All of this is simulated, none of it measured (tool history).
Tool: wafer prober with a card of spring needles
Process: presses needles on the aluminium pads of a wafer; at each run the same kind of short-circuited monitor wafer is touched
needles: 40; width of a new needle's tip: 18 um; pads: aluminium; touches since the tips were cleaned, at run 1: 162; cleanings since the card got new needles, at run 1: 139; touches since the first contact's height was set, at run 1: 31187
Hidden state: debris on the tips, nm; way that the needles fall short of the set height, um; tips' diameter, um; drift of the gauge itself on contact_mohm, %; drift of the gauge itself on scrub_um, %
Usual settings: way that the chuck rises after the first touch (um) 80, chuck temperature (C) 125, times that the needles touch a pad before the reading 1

| run | hour | way that the chuck rises after the first touch (um) | chuck temperature (C) | times that the needles touch a pad before the reading | touches since the tips were cleaned | cleanings since the card got new needles | touches since the first contact's height was set | resistance of one needle with its contact and lead (mohm) | way that a needle slides on the pad (um) |
|---|---|---|---|---|---|---|---|---|---|
| 1 | 0 | 80 | 125 | 1 | 162 | 139 | 31187 | 264 | 16.76 |
|  | 5.2 | tips cleaned on abrasive film |
|  | 10.4 | tips cleaned on abrasive film |
|  | 16.8 | tips cleaned on abrasive film |
| 2 | 20.6 | 76 | 125 | 1 | 1505 | 142 | 39274 | 262 | 15.94 |
|  | 23.2 | tips cleaned on abrasive film |
|  | 29.7 | tips cleaned on abrasive film |
|  | 34.9 | tips cleaned on abrasive film |
|  | 41.3 | tips cleaned on abrasive film |
|  | 46.5 | tips cleaned on abrasive film |
| 3 | 47.3 | 76 | 125 | 1 | 314 | 147 | 49729 | 262 | 15.93 |
|  | 52.5 | tips cleaned on abrasive film |
|  | 58.9 | tips cleaned on abrasive film |
|  | 65.4 | tips cleaned on abrasive film |
|  | 71.8 | tips cleaned on abrasive film |
|  | 74.7 | height of the first contact set anew |
| 4 | 76.1 | 76 | 51 | 1 | 1576 | 151 | 558 | 246 | 15.93 |
|  | 77.5 | tips cleaned on abrasive film |
|  | 82.7 | tips cleaned on abrasive film |
|  | 89.1 | tips cleaned on abrasive film |
|  | 94.3 | tips cleaned on abrasive film |
|  | 100.8 | tips cleaned on abrasive film |
|  | 106.2 | tips cleaned on abrasive film |
| 5 | 106.2 | 80 | 125 | 1 | 0 | 157 | 12328 | 263 | 16.76 |
|  | 111.4 | tips cleaned on abrasive film |
|  | 117.9 | tips cleaned on abrasive film |
|  | 124.3 | tips cleaned on abrasive film |
|  | 130.7 | tips cleaned on abrasive film |
| 6 | 131.7 | 80 | 125 | 1 | 383 | 161 | 22352 | 262 | 16.74 |
|  | 136.9 | tips cleaned on abrasive film |
|  | 142.1 | tips cleaned on abrasive film |
|  | 148.5 | tips cleaned on abrasive film |
| 7 | 149.7 | 80 | 125 | 1 | 469 | 164 | 29412 | 262 | 16.75 |
|  | 154.9 | tips cleaned on abrasive film |
|  | 161.3 | tips cleaned on abrasive film |
|  | 167.8 | tips cleaned on abrasive film |
| 8 | 168.3 | 80 | 125 | 1 | 198 | 167 | 36721 | 259 | 16.73 |
|  | 173.5 | tips cleaned on abrasive film |
|  | 179.9 | tips cleaned on abrasive film |
|  | 186.4 | tips cleaned on abrasive film |
|  | 191.6 | tips cleaned on abrasive film |
|  | 197 | tips cleaned on abrasive film |
| 9 | 197 | 80 | 125 | 1 | 0 | 172 | 47977 | 265 | 16.73 |
|  | 203.5 | tips cleaned on abrasive film |
|  | 208.7 | tips cleaned on abrasive film |
|  | 213.9 | tips cleaned on abrasive film |
|  | 220.3 | tips cleaned on abrasive film |
|  | 226.5 | tips cleaned on abrasive film |
| 10 | 226.5 | 80 | 125 | 1 | 0 | 177 | 59537 | 264 | 16.73 |
|  | 229.3 | height of the first contact set anew |
|  | 232 | tips cleaned on abrasive film |
|  | 238.4 | tips cleaned on abrasive film |
| 11 | 240.4 | 80 | 125 | 2 | 791 | 179 | 4351 | 265 | 16.72 |
|  | 244.3 | tips cleaned on abrasive film |
|  | 250.8 | tips cleaned on abrasive film |
|  | 256 | tips cleaned on abrasive film |
|  | 262.5 | tips cleaned on abrasive film |
| 12 | 264.6 | 80 | 125 | 1 | 838 | 183 | 13835 | 263 | 16.73 |
|  | 268.5 | tips cleaned on abrasive film |
|  | 274.9 | tips cleaned on abrasive film |
|  | 280.1 | tips cleaned on abrasive film |
| 13 | 280.3 | 90 | 125 | 1 | 54 | 186 | 19980 | 262 | 18.82 |
|  | 285.5 | tips cleaned on abrasive film |
|  | 291.9 | tips cleaned on abrasive film |
|  | 298.4 | tips cleaned on abrasive film |
|  | 303.6 | tips cleaned on abrasive film |
| 14 | 303.8 | 73 | 125 | 1 | 113 | 190 | 29229 | 264 | 15.26 |
|  | 309 | tips cleaned on abrasive film |
|  | 314.2 | tips cleaned on abrasive film |
|  | 320.6 | tips cleaned on abrasive film |
|  | 327.1 | tips cleaned on abrasive film |
| 15 | 328.1 | 76 | 43 | 3 | 411 | 194 | 38742 | 242 | 15.86 |
|  | 333.3 | tips cleaned on abrasive film |
|  | 339.7 | tips cleaned on abrasive film |
|  | 346.1 | tips cleaned on abrasive film |
| 16 | 346.1 | 83 | 48 | 3 | 0 | 197 | 45830 | 244 | 17.34 |
|  | 351.3 | tips cleaned on abrasive film |
|  | 357.8 | tips cleaned on abrasive film |
|  | 363 | tips cleaned on abrasive film |
| 17 | 364.9 | 83 | 48 | 3 | 789 | 200 | 53217 | 245 | 17.31 |
|  | 368.8 | tips cleaned on abrasive film |
|  | 374 | tips cleaned on abrasive film |
|  | 380.5 | tips cleaned on abrasive film |
|  | 383.4 | height of the first contact set anew |
|  | 387.2 | tips cleaned on abrasive film |
| 18 | 388.2 | 83 | 45 | 3 | 392 | 204 | 1900 | 243 | 17.33 |
|  | 393.4 | tips cleaned on abrasive film |
|  | 398.6 | tips cleaned on abrasive film |
|  | 405.1 | tips cleaned on abrasive film |
|  | 411.6 | tips cleaned on abrasive film |
| 19 | 412 | 67 | 32 | 1 | 182 | 208 | 11238 | 238 | 13.98 |
|  | 417.2 | tips cleaned on abrasive film |
|  | 422.4 | tips cleaned on abrasive film |
|  | 428.9 | tips cleaned on abrasive film |
| 20 | 430.8 | 67 | 32 | 1 | 765 | 211 | 18607 | 243 | 13.99 |
|  | 434.7 | tips cleaned on abrasive film |
|  | 439.9 | tips cleaned on abrasive film |
|  | 446.4 | tips cleaned on abrasive film |
|  | 451.6 | tips cleaned on abrasive film |
| 21 | 453.2 | 67 | 32 | 1 | 675 | 215 | 27411 | 242 | 13.98 |
|  | 457.2 | tips cleaned on abrasive film |
|  | 463.6 | tips cleaned on abrasive film |
|  | 470 | tips cleaned on abrasive film |
|  | 476.5 | tips cleaned on abrasive film |
|  | 482.9 | tips cleaned on abrasive film |
| 22 | 483.1 | 67 | 32 | 1 | 87 | 220 | 39142 | 245 | 13.97 |
|  | 488.3 | tips cleaned on abrasive film |
|  | 494.8 | tips cleaned on abrasive film |
|  | 501.3 | tips cleaned on abrasive film |
|  | 507.7 | tips cleaned on abrasive film |
| 23 | 507.9 | 67 | 32 | 1 | 51 | 224 | 48857 | 242 | 13.97 |
|  | 513.1 | tips cleaned on abrasive film |
|  | 519.6 | tips cleaned on abrasive film |
| 24 | 521.4 | 94 | 125 | 1 | 750 | 226 | 54191 | 264 | 19.61 |
|  | 525.4 | tips cleaned on abrasive film |
|  | 531.8 | tips cleaned on abrasive film |
|  | 537 | tips cleaned on abrasive film |
|  | 537.3 | height of the first contact set anew |
|  | 542.5 | tips cleaned on abrasive film |
| 25 | 545.7 | 79 | 125 | 2 | 1289 | 230 | 3324 | 263 | 16.46 |
|  | 548.3 | tips cleaned on abrasive film |
|  | 554.8 | tips cleaned on abrasive film |
|  | 561.3 | tips cleaned on abrasive film |
|  | 567.7 | tips cleaned on abrasive film |
| 26 | 570.2 | 80 | 39 | 1 | 987 | 234 | 12938 | 242 | 16.66 |

How the hidden state differs across the entries between the runs, from the last listed run before each to the first after it:
Between runs 1 and 2: tips cleaned on abrasive film (hour 5.2); tips cleaned on abrasive film (hour 10.4); tips cleaned on abrasive film (hour 16.8)
  debris on the tips, nm: 0.3 -> 1.4; drift of the gauge itself on scrub_um, %: 0 -> -0.02
  measured less the result without the state, way that a needle slides on the pad (um): +0 -> -0.01
Between runs 2 and 3: tips cleaned on abrasive film (hour 23.2); tips cleaned on abrasive film (hour 29.7); tips cleaned on abrasive film (hour 34.9); tips cleaned on abrasive film (hour 41.3); tips cleaned on abrasive film (hour 46.5)
  debris on the tips, nm: 1.4 -> 0.6; way that the needles fall short of the set height, um: 0.01 -> 0.02; drift of the gauge itself on scrub_um, %: -0.02 -> -0.06
  measured less the result without the state, way that a needle slides on the pad (um): -0.01 -> -0.01
Between runs 3 and 4: tips cleaned on abrasive film (hour 52.5); tips cleaned on abrasive film (hour 58.9); tips cleaned on abrasive film (hour 65.4); tips cleaned on abrasive film (hour 71.8); height of the first contact set anew (hour 74.7)
  debris on the tips, nm: 0.6 -> 1.6; way that the needles fall short of the set height, um: 0.02 -> 0; drift of the gauge itself on scrub_um, %: -0.06 -> -0.09
  measured less the result without the state, way that a needle slides on the pad (um): -0.01 -> -0.01
Between runs 4 and 5: tips cleaned on abrasive film (hour 77.5); tips cleaned on abrasive film (hour 82.7); tips cleaned on abrasive film (hour 89.1); tips cleaned on abrasive film (hour 94.3); tips cleaned on abrasive film (hour 100.8); tips cleaned on abrasive film (hour 106.2)
  debris on the tips, nm: 1.6 -> 0.2; tips' diameter, um: 18.04 -> 18.05; drift of the gauge itself on scrub_um, %: -0.09 -> -0.12
  measured less the result without the state, way that a needle slides on the pad (um): -0.01 -> -0.02
Between runs 5 and 6: tips cleaned on abrasive film (hour 111.4); tips cleaned on abrasive film (hour 117.9); tips cleaned on abrasive film (hour 124.3); tips cleaned on abrasive film (hour 130.7)
  debris on the tips, nm: 0.2 -> 0.6; way that the needles fall short of the set height, um: 0 -> 0.01; drift of the gauge itself on scrub_um, %: -0.12 -> -0.15
  measured less the result without the state, way that a needle slides on the pad (um): -0.02 -> -0.03
Between runs 6 and 7: tips cleaned on abrasive film (hour 136.9); tips cleaned on abrasive film (hour 142.1); tips cleaned on abrasive film (hour 148.5)
  drift of the gauge itself on scrub_um, %: -0.15 -> -0.18
  measured less the result without the state, way that a needle slides on the pad (um): -0.03 -> -0.03
Between runs 7 and 8: tips cleaned on abrasive film (hour 154.9); tips cleaned on abrasive film (hour 161.3); tips cleaned on abrasive film (hour 167.8)
  debris on the tips, nm: 0.6 -> 0.4; drift of the gauge itself on scrub_um, %: -0.18 -> -0.2
  measured less the result without the state, way that a needle slides on the pad (um): -0.03 -> -0.04
Between runs 8 and 9: tips cleaned on abrasive film (hour 173.5); tips cleaned on abrasive film (hour 179.9); tips cleaned on abrasive film (hour 186.4); tips cleaned on abrasive film (hour 191.6); tips cleaned on abrasive film (hour 197)
  debris on the tips, nm: 0.4 -> 0.2; way that the needles fall short of the set height, um: 0.01 -> 0.02; drift of the gauge itself on scrub_um, %: -0.2 -> -0.23
  measured less the result without the state, way that a needle slides on the pad (um): -0.04 -> -0.04
Between runs 9 and 10: tips cleaned on abrasive film (hour 203.5); tips cleaned on abrasive film (hour 208.7); tips cleaned on abrasive film (hour 213.9); tips cleaned on abrasive film (hour 220.3); tips cleaned on abrasive film (hour 226.5)
  drift of the gauge itself on scrub_um, %: -0.23 -> -0.27
  measured less the result without the state, way that a needle slides on the pad (um): -0.04 -> -0.05
Between runs 10 and 11: height of the first contact set anew (hour 229.3); tips cleaned on abrasive film (hour 232); tips cleaned on abrasive film (hour 238.4)
  debris on the tips, nm: 0.2 -> 1; way that the needles fall short of the set height, um: 0.02 -> 0; drift of the gauge itself on scrub_um, %: -0.27 -> -0.28
  measured less the result without the state, way that a needle slides on the pad (um): -0.05 -> -0.05
Between runs 11 and 12: tips cleaned on abrasive film (hour 244.3); tips cleaned on abrasive film (hour 250.8); tips cleaned on abrasive film (hour 256); tips cleaned on abrasive film (hour 262.5)
  way that the needles fall short of the set height, um: 0 -> 0.01; drift of the gauge itself on scrub_um, %: -0.28 -> -0.31
  measured less the result without the state, way that a needle slides on the pad (um): -0.05 -> -0.05
Between runs 12 and 13: tips cleaned on abrasive film (hour 268.5); tips cleaned on abrasive film (hour 274.9); tips cleaned on abrasive film (hour 280.1)
  debris on the tips, nm: 1 -> 0.2; drift of the gauge itself on scrub_um, %: -0.31 -> -0.33
  measured less the result without the state, way that a needle slides on the pad (um): -0.05 -> -0.06
Between runs 13 and 14: tips cleaned on abrasive film (hour 285.5); tips cleaned on abrasive film (hour 291.9); tips cleaned on abrasive film (hour 298.4); tips cleaned on abrasive film (hour 303.6)
  debris on the tips, nm: 0.2 -> 0.3; tips' diameter, um: 18.05 -> 18.06; drift of the gauge itself on scrub_um, %: -0.33 -> -0.36
  measured less the result without the state, way that a needle slides on the pad (um): -0.06 -> -0.06
Between runs 14 and 15: tips cleaned on abrasive film (hour 309); tips cleaned on abrasive film (hour 314.2); tips cleaned on abrasive film (hour 320.6); tips cleaned on abrasive film (hour 327.1)
  debris on the tips, nm: 0.3 -> 0.6; drift of the gauge itself on scrub_um, %: -0.36 -> -0.39
  measured less the result without the state, way that a needle slides on the pad (um): -0.06 -> -0.06
Between runs 15 and 16: tips cleaned on abrasive film (hour 333.3); tips cleaned on abrasive film (hour 339.7); tips cleaned on abrasive film (hour 346.1)
  debris on the tips, nm: 0.6 -> 0.2; way that the needles fall short of the set height, um: 0.01 -> 0.02; drift of the gauge itself on scrub_um, %: -0.39 -> -0.41
  measured less the result without the state, way that a needle slides on the pad (um): -0.06 -> -0.08
Between runs 16 and 17: tips cleaned on abrasive film (hour 351.3); tips cleaned on abrasive film (hour 357.8); tips cleaned on abrasive film (hour 363)
  debris on the tips, nm: 0.2 -> 0.9; drift of the gauge itself on scrub_um, %: -0.41 -> -0.43
  measured less the result without the state, way that a needle slides on the pad (um): -0.08 -> -0.08
Between runs 17 and 18: tips cleaned on abrasive film (hour 368.8); tips cleaned on abrasive film (hour 374); tips cleaned on abrasive film (hour 380.5); height of the first contact set anew (hour 383.4); tips cleaned on abrasive film (hour 387.2)
  debris on the tips, nm: 0.9 -> 0.5; way that the needles fall short of the set height, um: 0.02 -> 0; drift of the gauge itself on scrub_um, %: -0.43 -> -0.46
  measured less the result without the state, way that a needle slides on the pad (um): -0.08 -> -0.07
Between runs 18 and 19: tips cleaned on abrasive film (hour 393.4); tips cleaned on abrasive film (hour 398.6); tips cleaned on abrasive film (hour 405.1); tips cleaned on abrasive film (hour 411.6)
  debris on the tips, nm: 0.5 -> 0.4; drift of the gauge itself on scrub_um, %: -0.46 -> -0.48
  measured less the result without the state, way that a needle slides on the pad (um): -0.07 -> -0.07
Between runs 19 and 20: tips cleaned on abrasive film (hour 417.2); tips cleaned on abrasive film (hour 422.4); tips cleaned on abrasive film (hour 428.9)
  debris on the tips, nm: 0.4 -> 0.9; way that the needles fall short of the set height, um: 0 -> 0.01; drift of the gauge itself on scrub_um, %: -0.48 -> -0.51
  measured less the result without the state, way that a needle slides on the pad (um): -0.07 -> -0.07
Between runs 20 and 21: tips cleaned on abrasive film (hour 434.7); tips cleaned on abrasive film (hour 439.9); tips cleaned on abrasive film (hour 446.4); tips cleaned on abrasive film (hour 451.6)
  debris on the tips, nm: 0.9 -> 0.7; drift of the gauge itself on scrub_um, %: -0.51 -> -0.53
  measured less the result without the state, way that a needle slides on the pad (um): -0.07 -> -0.07
Between runs 21 and 22: tips cleaned on abrasive film (hour 457.2); tips cleaned on abrasive film (hour 463.6); tips cleaned on abrasive film (hour 470); tips cleaned on abrasive film (hour 476.5); tips cleaned on abrasive film (hour 482.9)
  debris on the tips, nm: 0.7 -> 0.3; drift of the gauge itself on scrub_um, %: -0.53 -> -0.57
  measured less the result without the state, way that a needle slides on the pad (um): -0.07 -> -0.08
Between runs 22 and 23: tips cleaned on abrasive film (hour 488.3); tips cleaned on abrasive film (hour 494.8); tips cleaned on abrasive film (hour 501.3); tips cleaned on abrasive film (hour 507.7)
  debris on the tips, nm: 0.3 -> 0.2; way that the needles fall short of the set height, um: 0.01 -> 0.02; tips' diameter, um: 18.06 -> 18.07; drift of the gauge itself on scrub_um, %: -0.57 -> -0.6
  measured less the result without the state, way that a needle slides on the pad (um): -0.08 -> -0.08
Between runs 23 and 24: tips cleaned on abrasive film (hour 513.1); tips cleaned on abrasive film (hour 519.6)
  debris on the tips, nm: 0.2 -> 1; drift of the gauge itself on scrub_um, %: -0.6 -> -0.61
  measured less the result without the state, way that a needle slides on the pad (um): -0.08 -> -0.12
Between runs 24 and 25: tips cleaned on abrasive film (hour 525.4); tips cleaned on abrasive film (hour 531.8); tips cleaned on abrasive film (hour 537); height of the first contact set anew (hour 537.3); tips cleaned on abrasive film (hour 542.5)
  debris on the tips, nm: 1 -> 1.3; way that the needles fall short of the set height, um: 0.02 -> 0; drift of the gauge itself on scrub_um, %: -0.61 -> -0.64
  measured less the result without the state, way that a needle slides on the pad (um): -0.12 -> -0.11
Between runs 25 and 26: tips cleaned on abrasive film (hour 548.3); tips cleaned on abrasive film (hour 554.8); tips cleaned on abrasive film (hour 561.3); tips cleaned on abrasive film (hour 567.7)
  debris on the tips, nm: 1.3 -> 1.2; drift of the gauge itself on scrub_um, %: -0.64 -> -0.67
  measured less the result without the state, way that a needle slides on the pad (um): -0.11 -> -0.12
